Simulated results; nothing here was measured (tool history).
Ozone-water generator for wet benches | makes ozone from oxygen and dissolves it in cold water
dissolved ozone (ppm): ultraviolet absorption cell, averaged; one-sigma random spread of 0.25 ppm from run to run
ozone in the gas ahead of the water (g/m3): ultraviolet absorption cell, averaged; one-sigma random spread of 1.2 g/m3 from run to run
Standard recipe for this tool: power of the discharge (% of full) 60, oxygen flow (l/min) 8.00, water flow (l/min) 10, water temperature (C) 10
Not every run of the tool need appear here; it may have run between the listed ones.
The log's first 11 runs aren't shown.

run	day	power of the discharge (% of full)	oxygen flow (l/min)	water flow (l/min)	water temperature (C)	dissolved ozone (ppm)	ozone in the gas ahead of the water (g/m3)
12	66.583	60	8.00	10	10	33.4	206.4
13	76.346	60	8.00	10	10	33.1	206.5
14	82.642	60	8.00	10	10	32.5	206.9
15	91.150	60	8.00	10	10	32.3	207.6
16	96.058	60	8.00	10	10	32.6	205.2
17	101.796	60	8.00	10	10	32.9	204.4
18	106.083	69	6.37	10	16	32.3	256.0
19	111.458	69	6.37	10	6	39.8	253.9
# day 112.538: contactor cleaned
20	117.712	71	4.66	10	18	35.6	296.2
21	121.867	99	8.00	10	10	49.6	288.1
22	128.858	46	8.00	6	16	32.6	170.2
23	138.312	46	8.00	6	16	32.1	168.1
24	144.679	60	8.00	7	10	41.4	202.6
25	154.042	44	8.00	7	12	32.0	162.9
26	159.062	64	8.00	7	5	49.0	210.0
27	168.017	64	8.00	7	5	48.2	209.8
28	175.308	50	8.00	7	5	40.5	176.3
29	183.908	84	8.00	7	5	57.1	253.0
30	188.854	41	8.00	10	10	25.7	154.6
31	194.742	69	13.76	13	17	24.0	167.3
32	200.683	60	8.00	7	10	40.0	197.0

5 ways to go on from here, each from the tool as it stands after run 32. What would each give?
A	209.329	64	8.00	8	10	?	?
B	209.329	60	14.24	10	16	?	?
C	209.329	60	8.00	7	6	?	?
D	209.329	89	13.09	10	12	?	?
E	209.329	60	8.00	7	8	?	?

run	dissolved ozone (ppm)	ozone in the gas ahead of the water (g/m3)
A	39.1	208.5
B	25.1	150.2
C	44.1	199.7
D	37.2	204.3
E	41.8	200.3
Without the tool's unlogged condition, the same runs would have read:
run	dissolved ozone (ppm)	ozone in the gas ahead of the water (g/m3)
A	46.1	235.6
B	29.6	168.7
C	51.7	224.3
D	45.4	238.2
E	49.0	224.9
